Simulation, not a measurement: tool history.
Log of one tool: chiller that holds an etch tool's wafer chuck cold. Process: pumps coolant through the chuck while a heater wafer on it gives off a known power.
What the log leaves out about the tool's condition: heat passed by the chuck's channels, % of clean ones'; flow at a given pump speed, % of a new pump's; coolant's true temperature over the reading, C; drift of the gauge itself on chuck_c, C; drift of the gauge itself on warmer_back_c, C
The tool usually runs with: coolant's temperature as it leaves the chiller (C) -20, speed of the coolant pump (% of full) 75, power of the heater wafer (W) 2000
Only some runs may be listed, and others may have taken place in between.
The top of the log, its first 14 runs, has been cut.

run	day	coolant's temperature as it leaves the chiller (C)	speed of the coolant pump (% of full)	power of the heater wafer (W)	hours since the coolant was changed and the channels were flushed	hours since the pump was overhauled	hours since the chiller's thermometer was calibrated	chuck's temperature once it has settled (C)	how much warmer the coolant comes back (C)
# day 15.346: coolant pump overhauled
15	15.942	-20	75	2000	378	14	3104	0.6	9.16
16	16.608	-27	75	2000	394	30	3120	-6.4	9.21
17	17.717	-27	75	2000	420	57	3147	-6.4	9.11
# day 18.588: coolant pump overhauled, once more
18	19.004	-27	80	1386	446	10	3173	-13.4	5.82
19	20.154	-27	80	1386	474	38	3200	-13.3	5.85
20	21.071	-27	80	1386	496	60	3222	-13.3	5.92
21	22.338	-27	80	1386	526	90	3253	-13.5	5.83
22	23.242	-27	80	1386	548	112	3274	-13.1	5.85
23	24.8	-14	70	2510	585	149	3312	13.1	12.11
24	26.317	-28	65	1889	622	185	3348	-6.5	9.98
25	27.283	-28	65	1889	645	209	3371	-6.4	9.9
26	28.096	-24	97	2650	664	228	3391	-1.9	9.2
27	29.571	-13	76	2073	700	264	3426	8.1	9.28
28	30.512	-12	98	1714	722	286	3449	2.5	5.89
29	31.346	-12	98	1714	742	306	3469	2.6	5.94
30	32.6	-23	84	2917	772	336	3499	4.3	11.77
31	34.1	-23	84	2917	808	372	3535	4.4	11.77
32	35.688	-27	90	1732	847	410	3573	-11.4	6.58

Consider 3 possible next runs. They are alternatives, not a sequence: every one starts from the tool as it was left by run 32. What does each give?
A	36.45	-11	90	2253	865	429	3591	?	?
B	36.45	-20	97	1977	865	429	3591	?	?
C	36.45	-13	93	1817	865	429	3591	?	?

run	chuck's temperature once it has settled (C)	how much warmer the coolant comes back (C)
A	9.4	8.55
B	-3.1	6.94
C	3	6.64
What these runs would have given with no unlogged condition in the tool:
run	chuck's temperature once it has settled (C)	how much warmer the coolant comes back (C)
A	8.7	8.53
B	-3.8	6.92
C	2.3	6.62
